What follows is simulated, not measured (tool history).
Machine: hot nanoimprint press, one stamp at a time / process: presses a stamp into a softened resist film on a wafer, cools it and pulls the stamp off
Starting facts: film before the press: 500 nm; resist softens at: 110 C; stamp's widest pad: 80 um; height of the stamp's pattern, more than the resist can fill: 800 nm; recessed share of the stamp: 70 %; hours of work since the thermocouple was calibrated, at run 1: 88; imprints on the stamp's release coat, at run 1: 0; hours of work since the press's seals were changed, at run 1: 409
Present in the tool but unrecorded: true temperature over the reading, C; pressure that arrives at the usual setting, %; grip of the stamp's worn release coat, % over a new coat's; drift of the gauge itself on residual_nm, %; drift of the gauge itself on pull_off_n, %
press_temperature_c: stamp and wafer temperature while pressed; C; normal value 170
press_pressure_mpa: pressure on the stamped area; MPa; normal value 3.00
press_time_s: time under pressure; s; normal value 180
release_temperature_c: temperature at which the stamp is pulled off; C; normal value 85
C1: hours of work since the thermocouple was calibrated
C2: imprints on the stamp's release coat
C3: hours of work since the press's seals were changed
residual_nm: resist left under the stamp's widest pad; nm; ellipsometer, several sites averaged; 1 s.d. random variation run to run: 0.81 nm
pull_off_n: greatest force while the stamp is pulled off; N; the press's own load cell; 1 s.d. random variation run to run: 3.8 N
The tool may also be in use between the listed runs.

run 1 hour=0.0 | press_temperature_c=170 press_pressure_mpa=3.00 press_time_s=180 release_temperature_c=85 | C1=88 C2=0 C3=409 | residual_nm=222.9 pull_off_n=185
run 2 hour=20.8 | press_temperature_c=170 press_pressure_mpa=3.00 press_time_s=180 release_temperature_c=85 | C1=102 C2=47 C3=424 | residual_nm=224.1 pull_off_n=180
run 3 hour=54.9 | press_temperature_c=170 press_pressure_mpa=3.00 press_time_s=180 release_temperature_c=85 | C1=127 C2=124 C3=448 | residual_nm=224.0 pull_off_n=182
run 4 hour=92.8 | press_temperature_c=170 press_pressure_mpa=3.00 press_time_s=180 release_temperature_c=85 | C1=154 C2=210 C3=475 | residual_nm=222.5 pull_off_n=182
run 5 hour=127.9 | press_temperature_c=170 press_pressure_mpa=3.00 press_time_s=160 release_temperature_c=85 | C1=179 C2=289 C3=500 | residual_nm=231.9 pull_off_n=183
run 6 hour=162.9 | press_temperature_c=170 press_pressure_mpa=3.00 press_time_s=160 release_temperature_c=85 | C1=203 C2=367 C3=525 | residual_nm=232.7 pull_off_n=192
run 7 hour=194.7 | press_temperature_c=170 press_pressure_mpa=3.00 press_time_s=160 release_temperature_c=85 | C1=226 C2=439 C3=547 | residual_nm=232.1 pull_off_n=193
run 8 hour=233.4 | press_temperature_c=170 press_pressure_mpa=3.00 press_time_s=160 release_temperature_c=79 | C1=254 C2=526 C3=575 | residual_nm=230.8 pull_off_n=206
run 9 hour=256.6 | press_temperature_c=170 press_pressure_mpa=4.32 press_time_s=180 release_temperature_c=85 | C1=270 C2=579 C3=591 | residual_nm=179.9 pull_off_n=179
run 10 hour=289.1 | press_temperature_c=170 press_pressure_mpa=4.32 press_time_s=180 release_temperature_c=85 | C1=293 C2=652 C3=615 | residual_nm=180.2 pull_off_n=186
run 11 hour=312.2 | press_temperature_c=170 press_pressure_mpa=4.32 press_time_s=180 release_temperature_c=85 | C1=310 C2=704 C3=631 | residual_nm=179.9 pull_off_n=188
run 12 hour=352.1 | press_temperature_c=170 press_pressure_mpa=2.25 press_time_s=180 release_temperature_c=85 | C1=338 C2=794 C3=659 | residual_nm=257.8 pull_off_n=187
run 13 hour=374.5 | press_temperature_c=161 press_pressure_mpa=2.25 press_time_s=180 release_temperature_c=85 | C1=354 C2=844 C3=675 | residual_nm=378.8 pull_off_n=184
run 14 hour=400.6 | press_temperature_c=161 press_pressure_mpa=2.25 press_time_s=180 release_temperature_c=85 | C1=373 C2=903 C3=694 | residual_nm=374.9 pull_off_n=192
-- hour=422.1 press's hydraulic seals changed and the load cell set to zero
run 15 hour=428.5 | press_temperature_c=161 press_pressure_mpa=2.25 press_time_s=180 release_temperature_c=85 | C1=387 C2=948 C3=5 | residual_nm=377.5 pull_off_n=190
run 16 hour=469.0 | press_temperature_c=178 press_pressure_mpa=1.82 press_time_s=90 release_temperature_c=78 | C1=416 C2=1039 C3=33 | residual_nm=248.8 pull_off_n=211
run 17 hour=499.6 | press_temperature_c=178 press_pressure_mpa=1.82 press_time_s=90 release_temperature_c=78 | C1=437 C2=1108 C3=55 | residual_nm=248.5 pull_off_n=219
run 18 hour=533.1 | press_temperature_c=170 press_pressure_mpa=1.83 press_time_s=108 release_temperature_c=85 | C1=461 C2=1183 C3=79 | residual_nm=326.2 pull_off_n=186
run 19 hour=561.7 | press_temperature_c=170 press_pressure_mpa=3.00 press_time_s=153 release_temperature_c=79 | C1=482 C2=1248 C3=99 | residual_nm=230.6 pull_off_n=220
run 20 hour=582.7 | press_temperature_c=170 press_pressure_mpa=3.02 press_time_s=180 release_temperature_c=82 | C1=497 C2=1295 C3=114 | residual_nm=219.1 pull_off_n=200
-- hour=611.2 plate thermocouple calibrated
run 21 hour=628.0 | press_temperature_c=170 press_pressure_mpa=3.02 press_time_s=180 release_temperature_c=82 | C1=12 C2=1390 C3=144 | residual_nm=216.7 pull_off_n=200
run 22 hour=646.1 | press_temperature_c=177 press_pressure_mpa=3.72 press_time_s=248 release_temperature_c=78 | C1=25 C2=1431 C3=157 | residual_nm=120.3 pull_off_n=215
run 23 hour=677.9 | press_temperature_c=177 press_pressure_mpa=3.72 press_time_s=172 release_temperature_c=74 | C1=48 C2=1503 C3=180 | residual_nm=138.4 pull_off_n=239
run 24 hour=696.2 | press_temperature_c=170 press_pressure_mpa=2.14 press_time_s=180 release_temperature_c=85 | C1=61 C2=1544 C3=193 | residual_nm=259.5 pull_off_n=187
run 25 hour=734.4 | press_temperature_c=179 press_pressure_mpa=4.75 press_time_s=181 release_temperature_c=85 | C1=88 C2=1630 C3=220 | residual_nm=105.2 pull_off_n=193
run 26 hour=763.1 | press_temperature_c=175 press_pressure_mpa=2.04 press_time_s=181 release_temperature_c=92 | C1=108 C2=1695 C3=241 | residual_nm=211.2 pull_off_n=154
-- hour=801.3 stamp cleaned and given a new release coat
run 27 hour=801.3 | press_temperature_c=175 press_pressure_mpa=2.04 press_time_s=119 release_temperature_c=79 | C1=131 C2=0 C3=263 | residual_nm=241.0 pull_off_n=215
-- hour=816.8 gauge calibrated
run 28 hour=838.7 | press_temperature_c=175 press_pressure_mpa=2.04 press_time_s=119 release_temperature_c=79 | C1=158 C2=85 C3=290 | residual_nm=249.2 pull_off_n=205
run 29 hour=870.9 | press_temperature_c=175 press_pressure_mpa=2.04 press_time_s=119 release_temperature_c=79 | C1=181 C2=157 C3=313 | residual_nm=248.1 pull_off_n=214
run 30 hour=908.9 | press_temperature_c=170 press_pressure_mpa=3.00 press_time_s=156 release_temperature_c=85 | C1=208 C2=243 C3=340 | residual_nm=234.4 pull_off_n=192

For each entry between runs, how does the tool's hidden state at the last listed run before it compare with that at the first listed run after it?
After run 14, before run 15: press's hydraulic seals changed and the load cell set to zero (hour 422.1)
  pressure that arrives at the usual setting, %: 99.8 -> 100; drift of the gauge itself on residual_nm, %: -1.44 -> -1.51
  measured minus no-state result, residual_nm: -5.6 -> -6.1 nm; pull_off_n: +2 -> +1 N
After run 20, before run 21: plate thermocouple calibrated (hour 611.2)
  true temperature over the reading, C: 0.03 -> 0; pressure that arrives at the usual setting, %: 99.97 -> 99.96; grip of the stamp's worn release coat, % over a new coat's: 1.3 -> 1.4; drift of the gauge itself on residual_nm, %: -2.07 -> -2.22
  measured minus no-state result, residual_nm: -4.9 -> -4.8 nm; pull_off_n: +2 -> +3 N
After run 26, before run 27: stamp cleaned and given a new release coat (hour 801.3)
  true temperature over the reading, C: 0 -> 0.01; pressure that arrives at the usual setting, %: 99.93 -> 99.92; grip of the stamp's worn release coat, % over a new coat's: 1.7 -> 0; drift of the gauge itself on residual_nm, %: -2.7 -> -2.82
  measured minus no-state result, residual_nm: -5.8 -> -7.0 nm; pull_off_n: +3 -> +0 N
After run 27, before run 28: gauge calibrated (hour 816.8)
  grip of the stamp's worn release coat, % over a new coat's: 0 -> 0.1; drift of the gauge itself on residual_nm, %: -2.82 -> -0.08
  measured minus no-state result, residual_nm: -7.0 -> -0.2 nm; pull_off_n: +0 -> +0 N
